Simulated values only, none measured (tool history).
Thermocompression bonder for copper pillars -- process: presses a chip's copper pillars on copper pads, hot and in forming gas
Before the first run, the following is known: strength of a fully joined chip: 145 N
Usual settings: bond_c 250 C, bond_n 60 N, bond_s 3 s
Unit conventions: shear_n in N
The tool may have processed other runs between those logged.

run   hour  bond_c  bond_n  bond_s  shear_n
  1      0     250      60       3     50.9
  2   21.7     250      60       3     50.7
  3   58.9     250      60       3     50.4
      85.8  -- forming gas filter changed
  4   94.1     250      60       3     50.8
  5  136.9     250      60       3     50.6
  6  177.1     250      37       3     38.5
  7  222.7     250      60       3     50.6
  8  265.7     250      60       3     50.6
  9  291.3     250      60       3     50.7
 10  313.7     250      60       3     50.5
 11  345.8     250      60       3     50.8
     363.4  -- forming gas filter changed
 12    387     258      60       3     57.5
 13  420.1     250      60       3     50.8
 14  454.9     250      60       3     51.3
 15  481.4     250      60       3     50.9
 16  516.6     250      60       3     50.3
 17  542.6     250      60       3     50.8
 18  591.6     250      60       3     50.4
     641.3  -- forming gas filter changed
 19  641.3     250      60       3     50.8

What will run 20 give?
 20  687.2     224      56       3        ?

{"run 20": {"shear_n": 30.3}}
Take away the tool's hidden state, keep the run-to-run variation as it was, and the same run would have given shear_n 30.2 N.
